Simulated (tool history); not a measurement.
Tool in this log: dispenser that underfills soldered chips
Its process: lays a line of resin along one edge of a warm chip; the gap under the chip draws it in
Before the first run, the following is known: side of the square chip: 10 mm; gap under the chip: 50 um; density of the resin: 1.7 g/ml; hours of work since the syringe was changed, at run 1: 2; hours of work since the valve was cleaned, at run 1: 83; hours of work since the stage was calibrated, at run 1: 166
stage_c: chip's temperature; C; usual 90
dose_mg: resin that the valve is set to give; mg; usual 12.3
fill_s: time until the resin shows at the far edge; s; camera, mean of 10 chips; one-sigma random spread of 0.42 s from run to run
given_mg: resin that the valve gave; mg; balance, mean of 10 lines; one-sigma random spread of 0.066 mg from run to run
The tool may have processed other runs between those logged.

| run | hour | stage_c | dose_mg | hours of work since the syringe was changed | hours of work since the valve was cleaned | hours of work since the stage was calibrated | fill_s | given_mg |
|---|---|---|---|---|---|---|---|---|
| 1 | 0 | 90 | 12.3 | 2 | 83 | 166 | 33.1 | 11.79 |
| 2 | 4.5 | 90 | 12.3 | 5 | 86 | 170 | 36.9 | 11.8 |
| 3 | 9.7 | 90 | 12.1 | 9 | 90 | 173 | 43.1 | 11.54 |
| 4 | 12.6 | 90 | 10.8 | 11 | 92 | 175 | 47.9 | 10.37 |
|  | 13.7 | new syringe of resin |
| 5 | 18 | 90 | 10.8 | 3 | 95 | 179 | 36.5 | 10.33 |
| 6 | 21.8 | 90 | 12.3 | 6 | 98 | 182 | 40 | 11.65 |
|  | 25.1 | dispensing valve cleaned and set on the balance |
| 7 | 28.6 | 103 | 12.3 | 10 | 2 | 186 | 32 | 12.31 |
|  | 31.3 | new syringe of resin |
| 8 | 34.4 | 103 | 12.3 | 2 | 6 | 190 | 23.7 | 12.34 |
| 9 | 37.8 | 90 | 12.3 | 5 | 9 | 192 | 36.9 | 12.22 |
| 10 | 41.3 | 90 | 12.3 | 7 | 11 | 195 | 41.4 | 12.29 |
| 11 | 47.3 | 90 | 12.3 | 12 | 16 | 199 | 47.8 | 12.16 |
|  | 47.9 | new syringe of resin |
| 12 | 50.1 | 90 | 12.3 | 2 | 18 | 201 | 31.8 | 12.3 |
| 13 | 53.4 | 90 | 11.6 | 4 | 20 | 204 | 36.1 | 11.64 |
| 14 | 57.3 | 84 | 12.3 | 7 | 23 | 206 | 47 | 12.2 |
| 15 | 62.6 | 84 | 12.3 | 11 | 27 | 210 | 54.9 | 12.11 |
|  | 64.4 | new syringe of resin |
| 16 | 67.5 | 90 | 13.4 | 2 | 30 | 213 | 33.2 | 13.24 |
| 17 | 70.3 | 90 | 13.4 | 4 | 32 | 216 | 35.8 | 13.23 |
| 18 | 72.8 | 90 | 13.4 | 6 | 34 | 217 | 37.8 | 13.16 |
| 19 | 76.4 | 90 | 13.4 | 9 | 36 | 220 | 41.8 | 13.26 |
|  | 81.1 | new syringe of resin |
| 20 | 81.9 | 90 | 13.4 | 1 | 40 | 224 | 31.6 | 13.15 |
| 21 | 85.8 | 90 | 13.4 | 3 | 43 | 227 | 35.5 | 13.17 |
| 22 | 89.7 | 78 | 15.3 | 6 | 46 | 229 | 53.4 | 15.14 |
| 23 | 92.6 | 98 | 11.8 | 8 | 48 | 231 | 34.1 | 11.6 |
| 24 | 95.6 | 75 | 12.5 | 10 | 50 | 234 | 69.4 | 12.28 |
|  | 97.6 | new syringe of resin |
| 25 | 99.1 | 75 | 12.5 | 1 | 52 | 236 | 50.5 | 12.25 |
| 26 | 103.4 | 75 | 12.5 | 4 | 55 | 239 | 57.2 | 12.17 |
| 27 | 108.3 | 90 | 13.8 | 8 | 59 | 243 | 41.1 | 13.45 |
| 28 | 110.8 | 103 | 10.7 | 10 | 61 | 244 | 32.5 | 10.44 |
|  | 114.1 | new syringe of resin |
| 29 | 114.9 | 80 | 15.6 | 1 | 63 | 247 | 40.9 | 15.39 |
| 30 | 117.9 | 100 | 11.9 | 3 | 66 | 249 | 26.5 | 11.62 |
| 31 | 121.1 | 100 | 11.9 | 5 | 68 | 252 | 28.6 | 11.63 |
| 32 | 126.9 | 100 | 11.9 | 9 | 72 | 256 | 34.2 | 11.6 |
|  | 130.6 | new syringe of resin |
| 33 | 132.6 | 100 | 11.9 | 1 | 76 | 260 | 23.8 | 11.69 |
| 34 | 136 | 99 | 14.1 | 4 | 79 | 262 | 27.9 | 13.74 |
| 35 | 139.1 | 99 | 14.1 | 6 | 81 | 264 | 30 | 13.83 |
| 36 | 144.3 | 86 | 13.7 | 10 | 84 | 268 | 48.7 | 13.21 |
|  | 147.2 | new syringe of resin |
| 37 | 150.4 | 76 | 14 | 2 | 89 | 272 | 49.3 | 13.54 |

Pick out some run-to-run changes in fill_s. Of each, how much would a tool without hidden state show as well, from the settings, what came in and chance, and how much is left for the hidden state and any gauge scatter not in both results compared?
Unlogged tool condition in this case: resin's viscosity, % of fresh resin's; dose that the valve gives, % of what is set; true chip temperature over the reading, C; drift of the gauge itself on fill_s, %; drift of the gauge itself on given_mg, %.
Run 11 -> 12: new syringe of resin. fill_s -16 s: hidden state -14.9, all else -1.1.
Run 15 -> 16: stage_c 84 -> 90, dose_mg 12.3 -> 13.4, new syringe of resin. fill_s -21.7 s: hidden state -15.6, all else -6.1.
Run 22 -> 23: stage_c 78 -> 98, dose_mg 15.3 -> 11.8. fill_s -19.3 s: hidden state -2.5, all else -16.8.
Run 23 -> 24: stage_c 98 -> 75, dose_mg 11.8 -> 12.5. fill_s +35.3 s: hidden state +14.2, all else +21.1.
Run 24 -> 25: new syringe of resin. fill_s -18.9 s: hidden state -20, all else +1.1.
